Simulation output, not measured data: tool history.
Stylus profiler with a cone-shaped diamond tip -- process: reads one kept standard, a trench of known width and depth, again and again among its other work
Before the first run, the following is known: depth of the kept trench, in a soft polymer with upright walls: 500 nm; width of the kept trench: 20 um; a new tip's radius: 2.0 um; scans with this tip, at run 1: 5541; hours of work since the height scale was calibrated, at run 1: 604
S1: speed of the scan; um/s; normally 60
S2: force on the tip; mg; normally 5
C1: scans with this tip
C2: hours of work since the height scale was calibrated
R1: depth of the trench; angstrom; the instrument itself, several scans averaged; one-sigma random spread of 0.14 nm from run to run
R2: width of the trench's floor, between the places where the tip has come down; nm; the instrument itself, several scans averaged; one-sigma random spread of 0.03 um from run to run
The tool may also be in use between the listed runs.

Run 1, hour 0: usual settings; C1 5541; C2 604. Result: R1 5109.8 angstrom, R2 16740 nm.
Run 2, hour 75.5: usual settings but S1 112 um/s; C1 5965; C2 650. Result: R1 5108.7 angstrom, R2 16480 nm.
Run 3, hour 145.4: usual settings but S1 112 um/s; C1 6357; C2 693. Result: R1 5111.2 angstrom, R2 16500 nm.
Run 4, hour 235.1: usual settings but S1 112 um/s; C1 6860; C2 747. Result: R1 5110.9 angstrom, R2 16450 nm.
Run 5, hour 295.8: usual settings; C1 7201; C2 785. Result: R1 5110.1 angstrom, R2 16600 nm.
Run 6, hour 378.9: usual settings; C1 7667; C2 835. Result: R1 5108.4 angstrom, R2 16600 nm.
Run 7, hour 465.1: usual settings; C1 8151; C2 888. Result: R1 5108.5 angstrom, R2 16610 nm.
Run 8, hour 518.2: usual settings but S1 48 um/s; C1 8449; C2 921. Result: R1 5109.3 angstrom, R2 16650 nm.
Run 9, hour 570.4: usual settings but S1 48 um/s; C1 8742; C2 953. Result: R1 5108.6 angstrom, R2 16620 nm.
Run 10, hour 617.1: usual settings but S1 42 um/s, S2 6.92 mg; C1 9004; C2 981. Result: R1 5135.1 angstrom, R2 16630 nm.
Run 11, hour 688.8: usual settings but S1 205 um/s, S2 6.38 mg; C1 9407; C2 1025. Result: R1 5128.6 angstrom, R2 16010 nm.
Run 12, hour 765.2: usual settings but S1 37 um/s, S2 3.14 mg; C1 9835; C2 1072. Result: R1 5074.2 angstrom, R2 16500 nm.
Run 13, hour 830.5: usual settings but S1 38 um/s, S2 9.87 mg; C1 10202; C2 1112. Result: R1 5172.4 angstrom, R2 16600 nm.
Run 14, hour 896.3: usual settings but S1 31 um/s, S2 13 mg; C1 10571; C2 1152. Result: R1 5212.1 angstrom, R2 16560 nm.
Run 15, hour 967.9: usual settings but S1 31 um/s, S2 4.1 mg; C1 10973; C2 1196. Result: R1 5092 angstrom, R2 16560 nm.
Run 16, hour 1030.5: usual settings but S1 31 um/s, S2 4.1 mg; C1 11324; C2 1234. Result: R1 5092.3 angstrom, R2 16470 nm.

How would selected steps in R1 from run to run divide? Give the signed amount a tool lacking its hidden state would still show from settings, what came in and random variation, and the signed amount left for the hidden state, including any gauge scatter that is not in both of the compared results.
What the log doesn't record here: radius of the tip, um; height scale over the true one, %; drift of the gauge itself on depth_nm, %; drift of the gauge itself on floor_um, %.
Run 3 -> 4: no setting changed, nothing entered. R1 -0.3 angstrom: hidden state -0.5, all else +0.2.
Run 14 -> 15: S2 13 -> 4.1. R1 -120.1 angstrom: hidden state -0.1, all else -120.

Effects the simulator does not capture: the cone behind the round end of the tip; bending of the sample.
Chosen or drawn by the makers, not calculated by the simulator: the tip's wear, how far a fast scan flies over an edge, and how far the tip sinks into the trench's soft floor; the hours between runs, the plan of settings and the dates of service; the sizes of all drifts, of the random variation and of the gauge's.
